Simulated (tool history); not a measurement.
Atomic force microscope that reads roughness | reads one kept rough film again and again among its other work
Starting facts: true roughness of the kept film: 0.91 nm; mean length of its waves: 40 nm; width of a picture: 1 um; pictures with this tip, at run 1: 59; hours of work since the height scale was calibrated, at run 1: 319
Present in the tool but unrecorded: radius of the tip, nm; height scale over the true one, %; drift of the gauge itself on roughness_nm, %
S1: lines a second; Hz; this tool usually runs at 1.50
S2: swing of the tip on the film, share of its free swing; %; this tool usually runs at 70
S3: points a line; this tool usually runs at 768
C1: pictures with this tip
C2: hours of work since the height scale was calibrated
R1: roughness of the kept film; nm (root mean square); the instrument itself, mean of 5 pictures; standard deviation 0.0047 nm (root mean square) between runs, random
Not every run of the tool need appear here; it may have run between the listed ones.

run	hour	S1	S2	S3	C1	C2	R1
1	0.0	1.50	70	768	59	319	0.822
2	27.6	1.50	70	768	84	332	0.811
3	62.9	1.50	70	732	116	348	0.814
4	95.5	1.50	70	732	145	364	0.811
5	114.8	1.50	70	627	163	373	0.793
6	147.1	1.50	58	768	192	388	0.830
7	180.4	1.50	58	768	222	404	0.833
8	218.4	1.50	58	768	257	421	0.822
# hour 239.0: new tip fitted
9	249.5	1.50	59	768	9	436	0.845
10	282.2	1.50	70	266	39	451	0.807
11	304.2	1.50	70	889	59	462	0.824
12	333.1	1.12	70	889	85	475	0.825
13	367.1	1.12	70	889	116	491	0.830
14	391.0	1.12	70	889	138	502	0.822
15	424.1	1.12	70	889	168	518	0.818
# hour 427.7: height scale calibrated on a step standard
16	447.7	1.12	87	420	188	9	0.764
17	483.2	1.12	87	420	220	26	0.757
18	518.2	1.50	57	323	252	43	0.827
19	540.8	1.50	57	323	272	53	0.821
# hour 544.3: new tip fitted
20	567.6	1.50	57	323	21	66	0.854
21	594.8	1.50	57	578	46	78	0.856
22	615.6	0.88	68	562	65	88	0.839
23	639.0	0.88	68	562	86	99	0.838
# hour 653.0: height scale calibrated on a step standard, once more
24	672.1	0.88	76	562	115	9	0.826
25	706.5	0.88	76	562	146	25	0.818

How would selected steps in R1 from run to run divide? Give the signed amount a tool lacking its hidden state would still show from settings, what came in and random variation, and the signed amount left for the hidden state, including any gauge scatter that is not in both of the compared results.
Run 8 -> 9: S2 58 -> 59, new tip fitted. R1 +0.023 nm (root mean square): hidden state +0.028, all else -0.005.
Run 15 -> 16: S2 70 -> 87, S3 889 -> 420, height scale calibrated on a step standard. R1 -0.054 nm (root mean square): hidden state +0.000, all else -0.054.
Run 17 -> 18: S1 1.12 -> 1.50, S2 87 -> 57, S3 420 -> 323. R1 +0.070 nm (root mean square): hidden state -0.007, all else +0.077.
Run 19 -> 20: new tip fitted. R1 +0.033 nm (root mean square): hidden state +0.028, all else +0.005.
